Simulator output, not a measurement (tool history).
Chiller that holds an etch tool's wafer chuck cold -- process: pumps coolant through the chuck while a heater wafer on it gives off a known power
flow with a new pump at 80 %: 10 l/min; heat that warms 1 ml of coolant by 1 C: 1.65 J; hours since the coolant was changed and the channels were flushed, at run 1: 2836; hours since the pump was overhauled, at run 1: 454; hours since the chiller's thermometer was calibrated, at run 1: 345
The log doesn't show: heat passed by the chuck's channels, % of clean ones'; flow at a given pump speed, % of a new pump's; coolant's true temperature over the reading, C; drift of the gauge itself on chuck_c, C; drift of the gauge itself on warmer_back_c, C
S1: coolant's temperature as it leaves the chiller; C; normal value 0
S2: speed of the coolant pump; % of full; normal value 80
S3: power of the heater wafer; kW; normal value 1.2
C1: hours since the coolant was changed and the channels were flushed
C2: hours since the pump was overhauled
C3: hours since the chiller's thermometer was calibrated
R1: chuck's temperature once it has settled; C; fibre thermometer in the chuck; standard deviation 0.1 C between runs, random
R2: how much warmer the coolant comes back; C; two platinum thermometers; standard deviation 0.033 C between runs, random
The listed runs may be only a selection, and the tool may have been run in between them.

{"run": 1, "hour": 0.0, "S1": 0, "S2": 80, "S3": 1.2, "C1": 2836, "C2": 454, "C3": 345, "R1": 8.1, "R2": 4.43}
{"run": 2, "hour": 49.2, "S1": 0, "S2": 80, "S3": 1.2, "C1": 2885, "C2": 503, "C3": 394, "R1": 8.2, "R2": 4.37}
{"run": 3, "hour": 83.4, "S1": 0, "S2": 78, "S3": 1.2, "C1": 2919, "C2": 537, "C3": 428, "R1": 8.4, "R2": 4.43}
{"run": 4, "hour": 131.4, "S1": 0, "S2": 78, "S3": 1.2, "C1": 2967, "C2": 585, "C3": 476, "R1": 8.3, "R2": 4.47}
{"run": 5, "hour": 179.2, "S1": 0, "S2": 78, "S3": 1.2, "C1": 3015, "C2": 633, "C3": 524, "R1": 8.5, "R2": 4.51}
{"run": 6, "hour": 253.8, "S1": 0, "S2": 90, "S3": 1.2, "C1": 3090, "C2": 708, "C3": 598, "R1": 7.5, "R2": 3.87}
{"run": 7, "hour": 295.9, "S1": 0, "S2": 80, "S3": 1.2, "C1": 3132, "C2": 750, "C3": 640, "R1": 8.1, "R2": 4.35}
{"run": 8, "hour": 373.2, "S1": -6, "S2": 80, "S3": 1.2, "C1": 3209, "C2": 827, "C3": 718, "R1": 2.5, "R2": 4.35}
{"run": 9, "hour": 429.4, "S1": 0, "S2": 80, "S3": 1.2, "C1": 3265, "C2": 883, "C3": 774, "R1": 8.3, "R2": 4.36}
{"run": 10, "hour": 500.6, "S1": 0, "S2": 80, "S3": 1.2, "C1": 3336, "C2": 954, "C3": 845, "R1": 8.3, "R2": 4.41}
{"run": 11, "hour": 546.5, "S1": -7, "S2": 80, "S3": 1.2, "C1": 3382, "C2": 1000, "C3": 891, "R1": 1.4, "R2": 4.4}
{"run": 12, "hour": 610.9, "S1": 0, "S2": 80, "S3": 1.2, "C1": 3447, "C2": 1065, "C3": 955, "R1": 8.4, "R2": 4.43}
{"run": 13, "hour": 653.6, "S1": 0, "S2": 80, "S3": 1.2, "C1": 3489, "C2": 1107, "C3": 998, "R1": 8.3, "R2": 4.39}
{"run": 14, "hour": 711.5, "S1": -4, "S2": 72, "S3": 0.661, "C1": 3547, "C2": 1165, "C3": 1056, "R1": 1.1, "R2": 2.72}
{"run": 15, "hour": 786.8, "S1": -4, "S2": 72, "S3": 0.661, "C1": 3623, "C2": 1241, "C3": 1131, "R1": 1.2, "R2": 2.68}
{"run": 16, "hour": 863.8, "S1": -4, "S2": 72, "S3": 0.661, "C1": 3700, "C2": 1318, "C3": 1208, "R1": 1.3, "R2": 2.75}
{"run": 17, "hour": 927.3, "S1": -1, "S2": 75, "S3": 1.041, "C1": 3763, "C2": 1381, "C3": 1272, "R1": 6.7, "R2": 4.12}
{"run": 18, "hour": 1000.8, "S1": -3, "S2": 71, "S3": 0.772, "C1": 3837, "C2": 1455, "C3": 1345, "R1": 3.1, "R2": 3.16}
{"run": 19, "hour": 1064.8, "S1": -3, "S2": 71, "S3": 0.772, "C1": 3901, "C2": 1519, "C3": 1409, "R1": 3.1, "R2": 3.24}
{"run": 20, "hour": 1108.8, "S1": 0, "S2": 61, "S3": 0.611, "C1": 3945, "C2": 1563, "C3": 1453, "R1": 5.6, "R2": 2.98}
{"run": 21, "hour": 1157.6, "S1": 0, "S2": 61, "S3": 0.611, "C1": 3993, "C2": 1611, "C3": 1502, "R1": 5.5, "R2": 2.99}
{"run": 22, "hour": 1228.4, "S1": 0, "S2": 61, "S3": 0.611, "C1": 4064, "C2": 1682, "C3": 1573, "R1": 5.7, "R2": 2.98}
{"run": 23, "hour": 1261.9, "S1": -8, "S2": 65, "S3": 0.888, "C1": 4098, "C2": 1716, "C3": 1606, "R1": -0.4, "R2": 4.11}

Forecast each of these 5 alternatives for the next run:
{"run": "A", "hour": 1327.2, "S1": -9, "S2": 80, "S3": 1.2, "C1": 4163, "C2": 1781, "C3": 1672, "R1": "?", "R2": "?"}
{"run": "B", "hour": 1327.2, "S1": 3, "S2": 80, "S3": 1.225, "C1": 4163, "C2": 1781, "C3": 1672, "R1": "?", "R2": "?"}
{"run": "C", "hour": 1327.2, "S1": -10, "S2": 62, "S3": 1.088, "C1": 4163, "C2": 1781, "C3": 1672, "R1": "?", "R2": "?"}
{"run": "D", "hour": 1327.2, "S1": -4, "S2": 82, "S3": 1.2, "C1": 4163, "C2": 1781, "C3": 1672, "R1": "?", "R2": "?"}
{"run": "E", "hour": 1327.2, "S1": -2, "S2": 68, "S3": 0.925, "C1": 4163, "C2": 1781, "C3": 1672, "R1": "?", "R2": "?"}

run=A R1=-0.4 R2=4.44
run=B R1=11.8 R2=4.58
run=C R1=-0.3 R2=5.25
run=D R1=4.4 R2=4.41
run=E R1=5.7 R2=4.07
Without the tool's hidden state the same runs would have given:
run=A R1=-1 R2=4.37
run=B R1=11.2 R2=4.5
run=C R1=-1 R2=5.16
run=D R1=3.8 R2=4.33
run=E R1=5.1 R2=3.99
